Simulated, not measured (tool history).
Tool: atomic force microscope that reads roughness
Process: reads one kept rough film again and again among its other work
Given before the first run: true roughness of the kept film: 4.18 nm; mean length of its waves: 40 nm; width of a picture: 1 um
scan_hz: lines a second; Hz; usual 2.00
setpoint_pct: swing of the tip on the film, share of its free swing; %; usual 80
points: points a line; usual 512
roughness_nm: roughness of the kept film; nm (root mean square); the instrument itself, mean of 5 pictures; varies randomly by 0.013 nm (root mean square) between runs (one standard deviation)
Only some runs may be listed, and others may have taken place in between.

run,hour,scan_hz,setpoint_pct,points,roughness_nm
1,0.0,2.00,80,512,3.116
2,70.6,2.00,80,512,2.728
3,146.2,2.00,80,512,2.435
# hour 188.4: new tip fitted
4,235.5,2.00,80,512,2.840
5,318.8,2.00,80,459,2.453
# hour 377.5: new tip fitted
6,389.8,2.00,80,512,3.024
7,462.7,2.00,80,512,2.667
8,547.5,2.00,80,512,2.342
# hour 567.3: new tip fitted
9,602.7,2.00,80,512,2.923
10,646.1,2.00,80,512,2.738
11,698.4,2.00,87,512,2.356
12,747.6,2.00,87,512,2.198
# hour 755.1: new tip fitted
13,809.6,2.00,87,512,2.661
14,892.2,2.00,80,1003,2.476
# hour 947.9: new tip fitted
15,957.2,2.00,80,512,3.078
16,1010.4,2.00,80,512,2.766
17,1051.8,2.00,80,512,2.649
18,1118.0,2.00,80,512,2.395
# hour 1136.0: new tip fitted
19,1198.6,2.00,80,512,2.750
20,1235.5,2.00,80,512,2.611
21,1278.5,2.00,80,512,2.463
# hour 1325.2: new tip fitted
22,1330.3,2.00,80,512,3.064
23,1386.7,2.00,80,504,2.786
24,1442.3,1.04,72,512,2.915
25,1502.3,1.04,72,512,2.635
# hour 1516.3: new tip fitted
26,1555.7,1.04,74,673,3.276
27,1620.5,1.04,74,356,2.917
28,1677.1,2.26,73,719,2.483
# hour 1705.7: new tip fitted
29,1745.9,2.00,80,543,2.890
30,1801.4,2.75,80,377,2.463
31,1861.5,2.75,80,377,2.257
# hour 1898.5: new tip fitted
32,1930.4,0.84,86,820,3.202
33,2006.8,0.84,86,820,2.807
# hour 2085.6: new tip fitted
34,2092.5,0.87,65,849,3.655
35,2176.2,1.29,65,391,3.083
36,2246.4,0.81,89,512,2.616

Run 37 comes next. What will it give?
# hour 2276.8: new tip fitted
37,2316.8,0.81,89,498,?

Run 37 measured roughness_nm 3.105 nm (root mean square).
With no hidden state in the tool, this same run would have given roughness_nm 3.331 nm (root mean square).

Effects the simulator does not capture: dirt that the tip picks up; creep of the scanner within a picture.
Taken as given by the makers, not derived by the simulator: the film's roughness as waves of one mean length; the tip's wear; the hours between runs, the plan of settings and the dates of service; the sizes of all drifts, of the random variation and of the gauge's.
